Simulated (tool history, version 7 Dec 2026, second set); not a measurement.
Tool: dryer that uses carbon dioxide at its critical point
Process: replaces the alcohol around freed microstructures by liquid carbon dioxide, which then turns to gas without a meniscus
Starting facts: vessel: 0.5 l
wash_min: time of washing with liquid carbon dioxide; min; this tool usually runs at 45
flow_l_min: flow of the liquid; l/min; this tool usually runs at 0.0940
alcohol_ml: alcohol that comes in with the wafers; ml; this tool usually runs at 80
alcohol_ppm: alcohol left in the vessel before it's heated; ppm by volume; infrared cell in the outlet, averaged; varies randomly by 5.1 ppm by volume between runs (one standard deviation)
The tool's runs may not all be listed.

run	hour	wash_min	flow_l_min	alcohol_ml	alcohol_ppm
1	0.0	45	0.0940	80	152
2	13.9	45	0.0940	80	150
3	31.9	45	0.0940	80	152
4	53.1	45	0.0940	80	153
5	64.4	45	0.0940	80	162
6	75.8	45	0.0940	80	160
7	95.5	45	0.0940	80	164
8	114.9	45	0.0940	80	186
9	126.0	45	0.0940	47	123
10	143.1	36	0.0940	80	513
11	164.3	36	0.0940	80	527
12	177.0	31	0.1284	29	140
13	190.5	42	0.0798	80	570
14	199.7	42	0.0798	80	568
15	220.2	42	0.1115	25	94
16	234.2	42	0.1115	32	94
17	251.1	42	0.1115	32	95
18	262.1	45	0.1258	25	85

Each row is a separate what-if for the run after 18, all from the same tool condition, not one after another. Results?
A	272.1	52	0.1275	49	?
B	272.1	72	0.1039	25	?
C	272.1	56	0.1258	66	?
D	272.1	70	0.1407	80	?
E	272.1	57	0.0597	39	?

run	alcohol_ppm
A	81
B	93
C	83
D	82
E	304
Without the tool's hidden state the same runs would have given:
run	alcohol_ppm
A	0
B	15
C	2
D	3
E	130

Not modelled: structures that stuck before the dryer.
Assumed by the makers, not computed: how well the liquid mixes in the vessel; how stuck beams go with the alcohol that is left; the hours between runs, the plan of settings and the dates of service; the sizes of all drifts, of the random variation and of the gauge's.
